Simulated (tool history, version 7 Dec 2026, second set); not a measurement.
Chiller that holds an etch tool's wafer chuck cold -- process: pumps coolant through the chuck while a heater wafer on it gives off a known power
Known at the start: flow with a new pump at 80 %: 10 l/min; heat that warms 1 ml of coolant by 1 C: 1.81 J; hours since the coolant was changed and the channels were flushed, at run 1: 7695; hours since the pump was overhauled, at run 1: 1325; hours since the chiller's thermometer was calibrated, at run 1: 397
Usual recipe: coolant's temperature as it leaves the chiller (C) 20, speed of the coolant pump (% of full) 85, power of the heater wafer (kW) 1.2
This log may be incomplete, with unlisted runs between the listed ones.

run	day	coolant's temperature as it leaves the chiller (C)	speed of the coolant pump (% of full)	power of the heater wafer (kW)	hours since the coolant was changed and the channels were flushed	hours since the pump was overhauled	hours since the chiller's thermometer was calibrated	chuck's temperature once it has settled (C)	how much warmer the coolant comes back (C)
1	0	20	85	1.2	7695	1325	397	31.1	3.72
# day 3.592: coolant changed, channels flushed
2	4.504	20	85	0.792	22	1428	499	26.5	2.44
3	8.967	20	85	0.792	129	1535	606	26.5	2.46
4	17.462	20	75	0.792	333	1739	810	27.2	2.79
5	24.142	20	75	0.792	493	1899	971	27.3	2.84
6	31.275	20	75	0.792	664	2070	1142	27.2	2.82
7	35.475	20	75	0.792	765	2171	1243	27.2	2.81
8	39.704	20	85	1.2	867	2272	1344	30.1	3.81
9	46.446	20	79	1.2	1029	2434	1506	30.6	4.05
10	53.525	20	79	1.2	1198	2604	1676	30.8	4.06
11	60.179	20	79	1.2	1358	2764	1835	30.7	4.08
12	66.504	20	85	0.958	1510	2915	1987	28.4	3
13	71.925	20	85	0.958	1640	3046	2117	28.3	3.05
14	77.096	20	85	1.111	1764	3170	2241	29.8	3.56
15	84.112	20	85	1.111	1933	3338	2410	29.6	3.52
16	90.638	13	85	1.111	2089	3495	2566	22.8	3.55
# day 91.408: chiller's thermometer calibrated
17	95.667	10	85	1.2	2209	3614	102	20.7	3.87
18	102.962	18	67	1.299	2384	3790	277	31.3	5.29
19	108.271	13	97	1.299	2511	3917	405	23.8	3.66
20	114.554	24	85	1.264	2662	4068	555	35.4	4.02
21	121.012	26	67	1.069	2817	4223	711	37.1	4.35
22	128.662	20	85	1.691	3001	4406	894	35.1	5.45
# day 130.375: chiller's thermometer calibrated, once more
23	133.475	21	69	1.719	3115	4521	74	38	6.83
24	138.733	27	71	1.294	3241	4647	201	39.6	4.98
25	143.554	27	71	1.294	3357	4763	316	39.8	4.96
26	149.417	23	100	1.384	3498	4903	457	34.1	3.76
27	156.888	23	100	1.384	3677	5083	636	34	3.86
28	165.329	14	98	1.66	3880	5285	839	27.5	4.65
29	169.612	20	95	1.506	3983	5388	942	32.5	4.38
30	173.196	20	95	1.506	4069	5474	1028	32.6	4.37
31	178.075	28	63	1.227	4186	5591	1145	41.2	5.35
32	184.971	28	63	1.227	4351	5757	1310	41.3	5.36
33	193.012	28	85	1.357	4544	5950	1503	40.3	4.46

The same runs without the tool's hidden state, with the same run-to-run variation:
The tool's hidden condition here consists of: heat passed by the chuck's channels, % of clean ones'; flow at a given pump speed, % of a new pump's; coolant's true temperature over the reading, C; drift of the gauge itself on chuck_c, C; drift of the gauge itself on warmer_back_c, C.
run	chuck's temperature once it has settled (C)	how much warmer the coolant comes back (C)
1	29.9	3.71
2	26.4	2.43
3	26.4	2.45
4	27	2.77
5	27.1	2.82
6	27	2.79
7	27	2.78
8	29.8	3.77
9	30.2	4
10	30.3	4.01
11	30.2	4.02
12	27.9	2.95
13	27.8	3
14	29.2	3.49
15	29	3.45
16	22.1	3.47
17	20	3.79
18	30.4	5.17
19	22.9	3.58
20	34.4	3.92
21	36.1	4.24
22	33.8	5.3
23	37	6.63
24	38.8	4.83
25	38.9	4.81
26	33.3	3.64
27	33.1	3.73
28	26.4	4.49
29	31.4	4.23
30	31.5	4.21
31	40.1	5.15
32	40.1	5.15
33	39.1	4.28

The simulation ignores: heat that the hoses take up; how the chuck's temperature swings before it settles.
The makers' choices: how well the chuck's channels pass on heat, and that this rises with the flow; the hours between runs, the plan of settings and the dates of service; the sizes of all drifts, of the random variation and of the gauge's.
